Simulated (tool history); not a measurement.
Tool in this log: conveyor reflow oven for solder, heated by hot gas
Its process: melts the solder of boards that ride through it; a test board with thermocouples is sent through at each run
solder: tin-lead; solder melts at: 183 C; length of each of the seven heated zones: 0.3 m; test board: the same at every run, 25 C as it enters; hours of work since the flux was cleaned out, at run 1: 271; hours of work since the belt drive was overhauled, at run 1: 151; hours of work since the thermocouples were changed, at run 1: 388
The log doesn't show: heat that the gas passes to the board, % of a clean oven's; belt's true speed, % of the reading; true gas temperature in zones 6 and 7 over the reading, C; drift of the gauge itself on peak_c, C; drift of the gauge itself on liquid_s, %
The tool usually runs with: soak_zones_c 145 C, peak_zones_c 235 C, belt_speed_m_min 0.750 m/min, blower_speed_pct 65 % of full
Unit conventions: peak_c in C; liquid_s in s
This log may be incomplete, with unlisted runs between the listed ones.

run    day  soak_zones_c  peak_zones_c  belt_speed_m_min  blower_speed_pct  hours of work since the flux was cleaned out  hours of work since the belt drive was overhauled  hours of work since the thermocouples were changed  peak_c  liquid_s
  1  0.000           145           235             0.750                65                                           271                                                151                                                 388   215.9      37.1
  2  0.300           143           235             0.750                65                                           275                                                155                                                 392   215.4      36.6
  3  0.571           143           235             0.750                65                                           278                                                159                                                 395   215.1      36.1
  4  0.975           143           245             0.750                65                                           283                                                164                                                 400   224.2      40.0
  5  1.192           145           235             0.750                65                                           286                                                167                                                 403   217.0      37.1
  6  1.388           145           235             0.750                65                                           289                                                169                                                 406   215.7      37.1
  7  1.662           145           235             0.750                65                                           292                                                173                                                 409   216.0      36.6
  8  1.900           145           235             0.750                65                                           295                                                176                                                 412   216.9      36.8
  9  2.229           145           235             0.750                65                                           300                                                180                                                 417   215.7      37.1
 10  2.683           145           235             0.829                65                                           306                                                186                                                 423   212.3      31.0
 11  3.158           145           235             0.829                65                                           312                                                192                                                 429   213.5      31.2
 12  3.392           145           235             0.750                65                                           315                                                195                                                 432   216.0      36.8
 13  3.862           145           235             0.750                65                                           321                                                202                                                 438   214.7      36.7
 14  4.246           145           235             0.750                65                                           326                                                207                                                 443   216.9      36.7
 15  4.500           145           235             0.750                65                                           329                                                210                                                 446   215.5      36.7
 16  4.846           145           235             0.750                65                                           334                                                214                                                 451   216.0      36.8
 17  5.271           133           245             0.829                65                                           339                                                220                                                 456   217.3      31.1
 18  5.517           145           247             0.750                52                                           342                                                223                                                 459   222.3      39.4
 19  5.762           145           246             0.827                59                                           346                                                226                                                 463   218.6      34.3
 20  5.962           137           227             0.749                89                                           348                                                229                                                 465   211.9      33.5
 21  6.221           137           227             0.749                89                                           351                                                232                                                 469   211.4      33.7
 22  6.642           152           231             0.750                65                                           357                                                238                                                 474   213.4      37.8
 23  6.933           148           246             0.850                60                                           361                                                241                                                 478   219.9      34.2
 24  7.146           145           243             0.672                65                                           363                                                244                                                 481   225.6      46.2
 25  7.429           145           243             0.738                63                                           367                                                248                                                 484   222.2      40.1
 26  7.767           145           243             0.738                63                                           372                                                252                                                 489   222.4      40.5
 27  8.192           145           243             0.738                63                                           377                                                258                                                 494   222.2      40.2
 28  8.408           145           243             0.738                56                                           380                                                261                                                 497   220.7      39.5
 29  8.788           155           223             0.750                63                                           385                                                266                                                 502   207.7      34.7
 30  9.042           146           240             0.678                70                                           388                                                269                                                 505   223.8      45.2
 31  9.304           130           240             0.652                65                                           391                                                272                                                 509   220.8      42.0
     9.629  -- flux residue cleaned out of gas plates and filters
 32  9.912           134           226             0.836                71                                             4                                                277                                                 514   206.0      25.2

Each row is a separate what-if for the run after 32, all from the same tool condition, not one after another. Results?
  A  10.358           137           226             0.861                73                                             9                                                283                                                 520       ?         ?
  B  10.358           153           243             0.705                71                                             9                                                283                                                 520       ?         ?
  C  10.358           145           234             0.750                64                                             9                                                283                                                 520       ?         ?

run  peak_c  liquid_s
  A   205.3      25.5
  B   228.4      46.9
  C   216.4      37.0
Stripped of hidden state, with their random variation kept, the same runs would have yielded:
run  peak_c  liquid_s
  A   206.5      26.1
  B   229.8      47.1
  C   217.7      37.4

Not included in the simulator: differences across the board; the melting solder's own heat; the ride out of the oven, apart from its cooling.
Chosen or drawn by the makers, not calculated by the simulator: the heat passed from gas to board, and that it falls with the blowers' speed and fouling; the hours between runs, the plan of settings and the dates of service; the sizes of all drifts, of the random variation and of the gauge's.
